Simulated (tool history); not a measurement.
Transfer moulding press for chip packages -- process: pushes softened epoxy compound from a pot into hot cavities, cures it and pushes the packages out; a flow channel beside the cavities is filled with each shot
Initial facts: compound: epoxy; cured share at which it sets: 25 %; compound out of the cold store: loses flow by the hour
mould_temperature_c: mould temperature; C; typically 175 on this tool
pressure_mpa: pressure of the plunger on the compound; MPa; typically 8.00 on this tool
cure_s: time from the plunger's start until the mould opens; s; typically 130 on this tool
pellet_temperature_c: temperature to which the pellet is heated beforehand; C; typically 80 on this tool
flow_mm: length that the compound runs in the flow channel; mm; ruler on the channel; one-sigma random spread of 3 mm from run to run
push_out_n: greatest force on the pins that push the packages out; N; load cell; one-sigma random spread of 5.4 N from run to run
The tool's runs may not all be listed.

run,hour,mould_temperature_c,pressure_mpa,cure_s,pellet_temperature_c,incoming compound's hours out of the cold store,flow_mm,push_out_n
1,0.0,175,8.00,130,80,27.6,824,195
# hour 46.9: mould's thermocouples calibrated
2,46.9,175,8.00,130,80,37.1,800,319
# hour 88.4: cavities cleaned with cleaning compound and waxed
3,116.9,175,8.00,130,72,17.7,847,277
# hour 174.7: cavities cleaned with cleaning compound and waxed
4,183.4,175,8.00,130,89,38.2,792,234
5,247.9,175,6.39,130,80,29.3,721,342
# hour 257.3: cavities cleaned with cleaning compound and waxed
# hour 268.9: mould's thermocouples calibrated, once more
# hour 291.5: plunger's sealing rings changed
6,325.0,175,6.39,130,80,8.4,793,327
# hour 346.6: cavities cleaned with cleaning compound and waxed
7,368.7,175,8.33,130,80,36.7,822,249
8,422.2,175,8.00,130,89,13.2,868,326
# hour 429.2: cavities cleaned with cleaning compound and waxed
9,492.3,175,8.00,130,76,34.0,809,303
# hour 515.3: cavities cleaned with cleaning compound and waxed
10,560.0,175,8.00,130,76,37.8,799,282
# hour 601.9: cavities cleaned with cleaning compound and waxed
11,612.9,175,8.00,130,76,12.9,853,226
12,658.6,175,8.00,140,80,39.7,789,300
# hour 684.9: cavities cleaned with cleaning compound and waxed
13,701.5,171,8.00,130,80,30.1,826,302
# hour 767.6: cavities cleaned with cleaning compound and waxed
14,769.8,171,8.00,130,80,42.0,794,247
15,820.3,179,8.00,130,73,37.8,767,276
# hour 837.2: plunger's sealing rings changed
# hour 856.7: cavities cleaned with cleaning compound and waxed
16,876.5,179,7.36,117,80,37.9,760,234
17,905.8,178,8.00,130,80,21.8,831,284
# hour 940.9: cavities cleaned with cleaning compound and waxed
18,953.9,178,8.00,130,80,17.1,838,219
19,984.9,178,8.00,130,80,46.8,770,270
# hour 1028.4: cavities cleaned with cleaning compound and waxed
20,1044.4,177,9.52,133,80,14.3,924,233
21,1105.0,177,9.87,127,86,19.2,922,320
# hour 1113.5: mould's thermocouples calibrated
# hour 1115.0: cavities cleaned with cleaning compound and waxed
22,1143.9,179,6.11,130,77,33.4,691,236
23,1172.7,175,7.10,151,80,29.2,763,260
# hour 1199.2: cavities cleaned with cleaning compound and waxed
24,1215.6,175,8.00,116,74,27.7,811,294
25,1257.9,175,8.00,116,74,32.7,804,381
# hour 1284.2: cavities cleaned with cleaning compound and waxed
26,1320.4,183,8.00,116,83,10.4,821,252
# hour 1368.5: cavities cleaned with cleaning compound and waxed
27,1371.1,175,8.00,136,90,29.8,799,194

Branching from run 27: 3 alternative next runs. What would each branch give?
# hour 1384.9: plunger's sealing rings changed
A,1431.9,175,8.01,136,83,39.0,?,?
# hour 1384.9: plunger's sealing rings changed
B,1431.9,175,8.00,161,78,16.7,?,?
# hour 1384.9: plunger's sealing rings changed
C,1431.9,171,8.96,130,80,14.7,?,?

run,flow_mm,push_out_n
A,806,297
B,859,280
C,929,396
Stripped of hidden state, with their random variation kept, the same runs would have yielded:
run,flow_mm,push_out_n
A,808,171
B,862,162
C,931,226
